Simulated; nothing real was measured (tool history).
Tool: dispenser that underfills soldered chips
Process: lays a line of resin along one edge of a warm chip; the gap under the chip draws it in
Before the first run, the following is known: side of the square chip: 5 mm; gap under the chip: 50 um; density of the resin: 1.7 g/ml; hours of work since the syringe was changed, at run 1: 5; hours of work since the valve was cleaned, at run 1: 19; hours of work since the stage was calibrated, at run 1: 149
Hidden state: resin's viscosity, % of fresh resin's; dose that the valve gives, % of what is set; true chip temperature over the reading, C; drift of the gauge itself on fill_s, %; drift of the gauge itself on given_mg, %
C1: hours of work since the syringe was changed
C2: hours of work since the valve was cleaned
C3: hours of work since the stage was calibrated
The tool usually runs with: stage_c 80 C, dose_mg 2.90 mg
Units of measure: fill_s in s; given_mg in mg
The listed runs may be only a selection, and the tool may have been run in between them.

Run 1, day 0.000: usual settings; C1 5; C2 19; C3 149. Result: fill_s 26.6 s, given_mg 2.878 mg.
At day 0.296: new syringe of resin.
Run 2, day 0.500: usual settings; C1 4; C2 29; C3 158. Result: fill_s 24.7 s, given_mg 2.875 mg.
At day 0.846: new syringe of resin.
Run 3, day 0.904: usual settings; C1 1; C2 36; C3 166. Result: fill_s 22.3 s, given_mg 2.866 mg.
Run 4, day 1.229: usual settings; C1 7; C2 42; C3 172. Result: fill_s 29.3 s, given_mg 2.860 mg.
At day 1.375: new syringe of resin.
At day 1.417: dispensing valve cleaned and set on the balance.
Run 5, day 1.817: usual settings; C1 8; C2 8; C3 182. Result: fill_s 29.7 s, given_mg 2.891 mg.
At day 1.975: new syringe of resin.
Run 6, day 2.329: usual settings; C1 7; C2 17; C3 191. Result: fill_s 28.9 s, given_mg 2.888 mg.
At day 2.512: new syringe of resin.
Run 7, day 2.833: usual settings; C1 6; C2 26; C3 201. Result: fill_s 29.2 s, given_mg 2.879 mg.
At day 3.046: new syringe of resin.
Run 8, day 3.262: usual settings; C1 4; C2 34; C3 208. Result: fill_s 25.1 s, given_mg 2.871 mg.
At day 3.617: new syringe of resin.
Run 9, day 3.654: usual settings; C1 1; C2 41; C3 216. Result: fill_s 21.4 s, given_mg 2.863 mg.
At day 3.854: dispensing valve cleaned and set on the balance.
Run 10, day 4.158: usual settings; C1 9; C2 6; C3 224. Result: fill_s 33.5 s, given_mg 2.900 mg.
At day 4.221: new syringe of resin.
Run 11, day 4.550: usual settings but dose_mg 3.78 mg; C1 6; C2 13; C3 232. Result: fill_s 27.9 s, given_mg 3.768 mg.
At day 4.767: new syringe of resin.
Run 12, day 4.871: usual settings but dose_mg 3.78 mg; C1 2; C2 19; C3 237. Result: fill_s 21.9 s, given_mg 3.767 mg.
At day 5.325: new syringe of resin.
Run 13, day 5.350: usual settings but dose_mg 3.78 mg; C1 0; C2 28; C3 246. Result: fill_s 20.2 s, given_mg 3.757 mg.
Run 14, day 5.717: usual settings but dose_mg 3.78 mg; C1 7; C2 35; C3 253. Result: fill_s 29.7 s, given_mg 3.755 mg.
At day 5.854: new syringe of resin.
Run 15, day 6.075: usual settings but stage_c 84 C; C1 4; C2 41; C3 260. Result: fill_s 22.9 s, given_mg 2.872 mg.
At day 6.333: dispensing valve cleaned and set on the balance.
At day 6.462: new syringe of resin.
Run 16, day 6.483: usual settings but stage_c 84 C, dose_mg 2.60 mg; C1 0; C2 3; C3 266. Result: fill_s 18.7 s, given_mg 2.595 mg.
Run 17, day 6.788: usual settings; C1 6; C2 8; C3 272. Result: fill_s 29.3 s, given_mg 2.893 mg.
At day 7.038: new syringe of resin.
Run 18, day 7.133: usual settings; C1 2; C2 15; C3 279. Result: fill_s 23.2 s, given_mg 2.880 mg.
Run 19, day 7.392: usual settings but stage_c 82 C; C1 7; C2 20; C3 283. Result: fill_s 27.5 s, given_mg 2.884 mg.
At day 7.588: new syringe of resin.
Run 20, day 7.917: usual settings but stage_c 95 C, dose_mg 3.20 mg; C1 6; C2 29; C3 293. Result: fill_s 18.8 s, given_mg 3.157 mg.
At day 8.162: new syringe of resin.
Run 21, day 8.167: usual settings but stage_c 91 C; C1 0; C2 34; C3 298. Result: fill_s 14.5 s, given_mg 2.870 mg.
At day 8.700: new syringe of resin.
Run 22, day 8.700: usual settings but stage_c 67 C; C1 0; C2 44; C3 308. Result: fill_s 30.6 s, given_mg 2.858 mg.
At day 8.788: dispensing valve cleaned and set on the balance.
Run 23, day 9.042: usual settings but stage_c 91 C, dose_mg 2.61 mg; C1 6; C2 5; C3 313. Result: fill_s 20.7 s, given_mg 2.607 mg.
At day 9.300: new syringe of resin.
Run 24, day 9.558: usual settings but stage_c 91 C, dose_mg 2.61 mg; C1 5; C2 14; C3 323. Result: fill_s 20.5 s, given_mg 2.601 mg.
At day 9.850: new syringe of resin.
Run 25, day 10.071: usual settings but stage_c 67 C, dose_mg 2.65 mg; C1 4; C2 24; C3 332. Result: fill_s 40.0 s, given_mg 2.635 mg.
At day 10.383: new syringe of resin.
Run 26, day 10.467: usual settings but stage_c 67 C, dose_mg 2.65 mg; C1 2; C2 31; C3 339. Result: fill_s 35.3 s, given_mg 2.634 mg.
Run 27, day 10.838: usual settings but stage_c 76 C, dose_mg 3.25 mg; C1 9; C2 38; C3 346. Result: fill_s 36.6 s, given_mg 3.215 mg.
At day 10.938: new syringe of resin.
Run 28, day 11.104: usual settings but stage_c 76 C, dose_mg 3.25 mg; C1 3; C2 43; C3 351. Result: fill_s 27.6 s, given_mg 3.212 mg.
At day 11.221: dispensing valve cleaned and set on the balance.
Run 29, day 11.479: usual settings but stage_c 76 C; C1 9; C2 5; C3 358. Result: fill_s 39.6 s, given_mg 2.897 mg.
At day 11.512: new syringe of resin.
Run 30, day 11.925: usual settings but stage_c 85 C, dose_mg 2.64 mg; C1 8; C2 13; C3 366. Result: fill_s 27.9 s, given_mg 2.632 mg.
At day 12.058: new syringe of resin.
Run 31, day 12.238: usual settings but stage_c 89 C, dose_mg 3.40 mg; C1 3; C2 19; C3 372. Result: fill_s 18.0 s, given_mg 3.384 mg.
Run 32, day 12.538: usual settings but stage_c 89 C, dose_mg 3.20 mg; C1 9; C2 24; C3 377. Result: fill_s 24.9 s, given_mg 3.170 mg.
At day 12.596: new syringe of resin.
At day 12.638: stage's temperature calibrated.
Run 33, day 13.129: usual settings but stage_c 89 C, dose_mg 3.20 mg; C1 9; C2 35; C3 9. Result: fill_s 25.1 s, given_mg 3.168 mg.
At day 13.171: new syringe of resin.
Run 34, day 13.388: usual settings but stage_c 89 C, dose_mg 3.20 mg; C1 4; C2 39; C3 14. Result: fill_s 18.8 s, given_mg 3.159 mg.

What if the next run were any one of these 4? Each begins from the tool's condition after run 34:
At day 13.712: dispensing valve cleaned and set on the balance.
At day 13.771: new syringe of resin.
Run A, day 14.000: usual settings but stage_c 70 C, dose_mg 3.20 mg; C1 4; C2 5; C3 25. Result: fill_s ?, given_mg ?.
At day 13.712: dispensing valve cleaned and set on the balance.
At day 13.771: new syringe of resin.
Run B, day 14.000: usual settings but stage_c 70 C, dose_mg 3.13 mg; C1 4; C2 5; C3 25. Result: fill_s ?, given_mg ?.
At day 13.712: dispensing valve cleaned and set on the balance.
At day 13.771: new syringe of resin.
Run C, day 14.000: usual settings but stage_c 89 C, dose_mg 3.74 mg; C1 4; C2 5; C3 25. Result: fill_s ?, given_mg ?.
At day 13.712: dispensing valve cleaned and set on the balance.
At day 13.771: new syringe of resin.
Run D, day 14.000: usual settings but stage_c 74 C, dose_mg 2.82 mg; C1 4; C2 5; C3 25. Result: fill_s ?, given_mg ?.

run  fill_s  given_mg
  A    33.9     3.194
  B    33.9     3.124
  C    18.9     3.735
  D    31.4     2.815
What these runs would have given with no unlogged condition in the tool:
run  fill_s  given_mg
  A    26.1     3.201
  B    26.1     3.131
  C    14.5     3.743
  D    24.2     2.821
